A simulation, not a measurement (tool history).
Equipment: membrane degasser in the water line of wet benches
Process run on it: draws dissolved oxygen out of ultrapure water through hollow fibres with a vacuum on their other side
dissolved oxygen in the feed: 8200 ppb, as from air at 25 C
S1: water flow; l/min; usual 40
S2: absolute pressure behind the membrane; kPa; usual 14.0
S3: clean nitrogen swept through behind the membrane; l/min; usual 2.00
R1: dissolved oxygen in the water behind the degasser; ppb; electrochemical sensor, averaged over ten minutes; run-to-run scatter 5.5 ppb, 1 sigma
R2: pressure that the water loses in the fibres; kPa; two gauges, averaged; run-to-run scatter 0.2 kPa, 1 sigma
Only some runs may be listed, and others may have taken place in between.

{"run": 1, "hour": 0.0, "S1": 40, "S2": 14.0, "S3": 2.0, "R1": 556.2, "R2": 42.64}
{"run": 2, "hour": 68.0, "S1": 40, "S2": 14.0, "S3": 2.0, "R1": 547.3, "R2": 42.3}
{"run": 3, "hour": 111.4, "S1": 40, "S2": 14.0, "S3": 2.0, "R1": 558.5, "R2": 42.44}
{"run": 4, "hour": 146.8, "S1": 40, "S2": 14.0, "S3": 2.0, "R1": 553.7, "R2": 42.49}
{"run": 5, "hour": 199.5, "S1": 40, "S2": 14.0, "S3": 2.0, "R1": 549.4, "R2": 42.39}
{"run": 6, "hour": 251.6, "S1": 40, "S2": 14.0, "S3": 2.0, "R1": 549.9, "R2": 42.12}
{"run": 7, "hour": 302.7, "S1": 40, "S2": 14.0, "S3": 2.0, "R1": 551.7, "R2": 42.27}
{"run": 8, "hour": 332.6, "S1": 40, "S2": 14.0, "S3": 2.0, "R1": 545.3, "R2": 42.53}
{"run": 9, "hour": 398.0, "S1": 40, "S2": 14.0, "S3": 2.0, "R1": 549.1, "R2": 42.53}
{"run": 10, "hour": 463.7, "S1": 40, "S2": 14.0, "S3": 2.0, "R1": 551.3, "R2": 42.63}
{"run": 11, "hour": 493.6, "S1": 29, "S2": 14.0, "S3": 2.0, "R1": 386.8, "R2": 30.69}
{"run": 12, "hour": 538.8, "S1": 40, "S2": 14.0, "S3": 2.0, "R1": 555.3, "R2": 42.09}
{"run": 13, "hour": 572.2, "S1": 40, "S2": 14.0, "S3": 2.0, "R1": 561.8, "R2": 42.02}
{"run": 14, "hour": 612.4, "S1": 40, "S2": 14.0, "S3": 1.17, "R1": 794.5, "R2": 42.16}
{"run": 15, "hour": 655.3, "S1": 40, "S2": 32.1, "S3": 1.17, "R1": 1742.1, "R2": 42.09}
{"run": 16, "hour": 685.3, "S1": 40, "S2": 32.1, "S3": 1.17, "R1": 1727.7, "R2": 42.12}
{"run": 17, "hour": 722.7, "S1": 40, "S2": 32.1, "S3": 1.17, "R1": 1722.7, "R2": 42.02}
{"run": 18, "hour": 767.1, "S1": 40, "S2": 32.1, "S3": 1.17, "R1": 1743.0, "R2": 41.93}
{"run": 19, "hour": 832.7, "S1": 30, "S2": 32.1, "S3": 5.61, "R1": 400.1, "R2": 31.29}
{"run": 20, "hour": 896.9, "S1": 46, "S2": 14.0, "S3": 0.86, "R1": 1105.8, "R2": 48.34}
{"run": 21, "hour": 953.1, "S1": 51, "S2": 27.4, "S3": 2.38, "R1": 1143.6, "R2": 52.81}
{"run": 22, "hour": 1007.1, "S1": 51, "S2": 27.4, "S3": 2.38, "R1": 1171.5, "R2": 53.21}
{"run": 23, "hour": 1042.1, "S1": 44, "S2": 14.0, "S3": 2.0, "R1": 614.9, "R2": 45.72}
{"run": 24, "hour": 1076.1, "S1": 44, "S2": 14.0, "S3": 2.0, "R1": 611.9, "R2": 45.54}
{"run": 25, "hour": 1121.2, "S1": 44, "S2": 14.0, "S3": 2.0, "R1": 608.7, "R2": 45.55}
{"run": 26, "hour": 1153.8, "S1": 40, "S2": 16.0, "S3": 2.0, "R1": 638.0, "R2": 41.86}
{"run": 27, "hour": 1208.9, "S1": 26, "S2": 16.2, "S3": 2.0, "R1": 404.0, "R2": 27.37}
{"run": 28, "hour": 1262.4, "S1": 42, "S2": 14.0, "S3": 2.0, "R1": 581.5, "R2": 43.6}
{"run": 29, "hour": 1309.6, "S1": 38, "S2": 14.0, "S3": 2.88, "R1": 415.0, "R2": 39.73}
{"run": 30, "hour": 1367.3, "S1": 27, "S2": 12.8, "S3": 2.0, "R1": 320.1, "R2": 27.82}
{"hour": 1375.5, "done": "gauge calibrated"}
{"run": 31, "hour": 1420.8, "S1": 27, "S2": 12.8, "S3": 2.0, "R1": 332.0, "R2": 28.89}
{"run": 32, "hour": 1453.3, "S1": 27, "S2": 12.8, "S3": 2.0, "R1": 328.4, "R2": 28.63}

Selected run-to-run steps in R2, each split into two signed amounts: the part the tool would show with no hidden state at all (from settings, incoming material and random variation), and the remainder, which goes to the hidden state together with any gauge scatter not common to the measured and the hidden-state-free results:
Hidden state at play: membrane still open, %; true pressure behind the membrane over the reading, kPa; air that leaks in behind the membrane, l/min; drift of the gauge itself on oxygen_ppb, %; drift of the gauge itself on loss_of_pressure_kpa, %.
Run 19 -> 20: S1 30 -> 46, S2 32.1 -> 14.0, S3 5.61 -> 0.86. R2 +17.05 kPa: hidden state -0.33, all else +17.38.
Run 26 -> 27: S1 40 -> 26, S2 16.0 -> 16.2. R2 -14.49 kPa: hidden state +0.31, all else -14.80.
Run 27 -> 28: S1 26 -> 42, S2 16.2 -> 14.0. R2 +16.23 kPa: hidden state -0.44, all else +16.67.
Run 30 -> 31: gauge calibrated. R2 +1.07 kPa: hidden state +0.76, all else +0.31.

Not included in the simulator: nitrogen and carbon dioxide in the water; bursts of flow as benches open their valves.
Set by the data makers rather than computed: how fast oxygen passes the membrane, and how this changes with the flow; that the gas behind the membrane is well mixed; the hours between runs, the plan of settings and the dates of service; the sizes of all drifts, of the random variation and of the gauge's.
